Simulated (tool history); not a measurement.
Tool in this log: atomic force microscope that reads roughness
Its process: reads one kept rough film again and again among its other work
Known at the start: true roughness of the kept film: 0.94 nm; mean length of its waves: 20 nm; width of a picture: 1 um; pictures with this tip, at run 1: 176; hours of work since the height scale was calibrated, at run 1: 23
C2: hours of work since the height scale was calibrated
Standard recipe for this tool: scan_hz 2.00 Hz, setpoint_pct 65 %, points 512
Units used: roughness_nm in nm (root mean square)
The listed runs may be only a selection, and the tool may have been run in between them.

run 1 hour=0.0 | scan_hz=2.00 setpoint_pct=65 points=512 | pictures_with_this_tip=176 C2=23 | roughness_nm=0.793
run 2 hour=6.1 | scan_hz=2.00 setpoint_pct=65 points=334 | pictures_with_this_tip=185 C2=28 | roughness_nm=0.777
run 3 hour=12.8 | scan_hz=2.00 setpoint_pct=65 points=334 | pictures_with_this_tip=194 C2=33 | roughness_nm=0.782
run 4 hour=18.5 | scan_hz=2.00 setpoint_pct=58 points=334 | pictures_with_this_tip=201 C2=37 | roughness_nm=0.773
run 5 hour=24.3 | scan_hz=2.00 setpoint_pct=65 points=512 | pictures_with_this_tip=209 C2=41 | roughness_nm=0.790
run 6 hour=28.9 | scan_hz=2.00 setpoint_pct=77 points=512 | pictures_with_this_tip=216 C2=44 | roughness_nm=0.759
run 7 hour=34.6 | scan_hz=2.00 setpoint_pct=77 points=512 | pictures_with_this_tip=223 C2=48 | roughness_nm=0.756
-- hour=36.1 height scale calibrated on a step standard
run 8 hour=44.8 | scan_hz=3.19 setpoint_pct=65 points=512 | pictures_with_this_tip=236 C2=6 | roughness_nm=0.763
-- hour=54.9 new tip fitted
run 9 hour=54.9 | scan_hz=2.00 setpoint_pct=69 points=512 | pictures_with_this_tip=0 C2=13 | roughness_nm=0.835
run 10 hour=60.6 | scan_hz=2.00 setpoint_pct=69 points=512 | pictures_with_this_tip=7 C2=17 | roughness_nm=0.836
run 11 hour=66.4 | scan_hz=2.00 setpoint_pct=69 points=512 | pictures_with_this_tip=15 C2=21 | roughness_nm=0.838
run 12 hour=71.2 | scan_hz=2.37 setpoint_pct=55 points=769 | pictures_with_this_tip=22 C2=25 | roughness_nm=0.851
-- hour=79.2 height scale calibrated on a step standard, once more
run 13 hour=79.3 | scan_hz=1.93 setpoint_pct=68 points=930 | pictures_with_this_tip=31 C2=0 | roughness_nm=0.841
run 14 hour=86.9 | scan_hz=1.55 setpoint_pct=79 points=512 | pictures_with_this_tip=41 C2=6 | roughness_nm=0.813
run 15 hour=93.2 | scan_hz=2.97 setpoint_pct=64 points=293 | pictures_with_this_tip=50 C2=10 | roughness_nm=0.806
run 16 hour=101.7 | scan_hz=2.97 setpoint_pct=64 points=293 | pictures_with_this_tip=61 C2=16 | roughness_nm=0.791
run 17 hour=111.7 | scan_hz=2.48 setpoint_pct=67 points=410 | pictures_with_this_tip=75 C2=23 | roughness_nm=0.806
run 18 hour=119.6 | scan_hz=0.51 setpoint_pct=65 points=288 | pictures_with_this_tip=85 C2=29 | roughness_nm=0.818
run 19 hour=124.1 | scan_hz=0.51 setpoint_pct=65 points=288 | pictures_with_this_tip=91 C2=32 | roughness_nm=0.812
run 20 hour=134.3 | scan_hz=2.17 setpoint_pct=70 points=571 | pictures_with_this_tip=105 C2=40 | roughness_nm=0.808

For run 21, what comes out?
run 21 hour=140.0 | scan_hz=2.00 setpoint_pct=65 points=363 | pictures_with_this_tip=113 C2=44 | roughness_nm=?

roughness_nm: 0.796 nm (root mean square)
On a tool with no hidden condition, and with the same random variation, this run would have come out at roughness_nm 0.838 nm (root mean square).

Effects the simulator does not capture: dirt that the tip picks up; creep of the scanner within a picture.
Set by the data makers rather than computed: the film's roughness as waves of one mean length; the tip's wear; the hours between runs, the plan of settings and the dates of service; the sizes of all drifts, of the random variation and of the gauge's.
